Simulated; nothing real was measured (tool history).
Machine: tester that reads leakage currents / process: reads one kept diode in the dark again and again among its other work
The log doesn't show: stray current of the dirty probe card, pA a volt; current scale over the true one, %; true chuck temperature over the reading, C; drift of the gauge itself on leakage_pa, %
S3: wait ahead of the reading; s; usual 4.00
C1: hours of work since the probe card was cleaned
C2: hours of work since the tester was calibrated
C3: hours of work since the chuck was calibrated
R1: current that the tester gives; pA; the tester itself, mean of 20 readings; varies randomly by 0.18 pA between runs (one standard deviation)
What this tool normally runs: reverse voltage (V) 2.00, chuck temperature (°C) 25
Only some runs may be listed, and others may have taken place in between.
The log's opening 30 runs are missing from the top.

run 31 hour=2873.4 | reverse_voltage_(V)=6.26 chuck_temperature_(°C)=42 S3=4.00 | C1=3199 C2=3031 C3=508 | R1=457.20
run 32 hour=2960.4 | reverse_voltage_(V)=6.26 chuck_temperature_(°C)=42 S3=4.00 | C1=3243 C2=3076 C3=553 | R1=456.99
run 33 hour=3080.3 | reverse_voltage_(V)=6.26 chuck_temperature_(°C)=42 S3=4.00 | C1=3305 C2=3138 C3=615 | R1=460.66
run 34 hour=3160.6 | reverse_voltage_(V)=6.26 chuck_temperature_(°C)=42 S3=4.00 | C1=3347 C2=3179 C3=656 | R1=455.82
run 35 hour=3268.9 | reverse_voltage_(V)=6.26 chuck_temperature_(°C)=42 S3=4.00 | C1=3403 C2=3235 C3=712 | R1=454.72
-- hour=3346.0 probe card cleaned and baked
run 36 hour=3361.4 | reverse_voltage_(V)=6.19 chuck_temperature_(°C)=25 S3=4.00 | C1=8 C2=3281 C3=758 | R1=95.49
run 37 hour=3428.0 | reverse_voltage_(V)=3.69 chuck_temperature_(°C)=47 S3=4.00 | C1=42 C2=3315 C3=793 | R1=531.69
run 38 hour=3529.6 | reverse_voltage_(V)=3.69 chuck_temperature_(°C)=47 S3=4.00 | C1=95 C2=3368 C3=845 | R1=529.87
run 39 hour=3598.6 | reverse_voltage_(V)=4.30 chuck_temperature_(°C)=24 S3=5.85 | C1=130 C2=3404 C3=881 | R1=72.44
run 40 hour=3687.7 | reverse_voltage_(V)=1.05 chuck_temperature_(°C)=25 S3=4.00 | C1=176 C2=3450 C3=927 | R1=39.73
run 41 hour=3757.2 | reverse_voltage_(V)=1.05 chuck_temperature_(°C)=25 S3=4.00 | C1=212 C2=3485 C3=963 | R1=39.97

Branching from run 41: 3 alternative next runs. What would each branch give?
run A hour=3881.5 | reverse_voltage_(V)=7.10 chuck_temperature_(°C)=35 S3=4.00 | C1=276 C2=3550 C3=1027 | R1=?
run B hour=3881.5 | reverse_voltage_(V)=1.05 chuck_temperature_(°C)=25 S3=0.66 | C1=276 C2=3550 C3=1027 | R1=?
run C hour=3881.5 | reverse_voltage_(V)=6.88 chuck_temperature_(°C)=25 S3=4.00 | C1=276 C2=3550 C3=1027 | R1=?

run=A R1=256.52
run=B R1=40.40
run=C R1=99.67
With the hidden condition removed and each run's random variation left untouched, the same runs would have given:
run=A R1=262.14
run=B R1=41.42
run=C R1=101.86
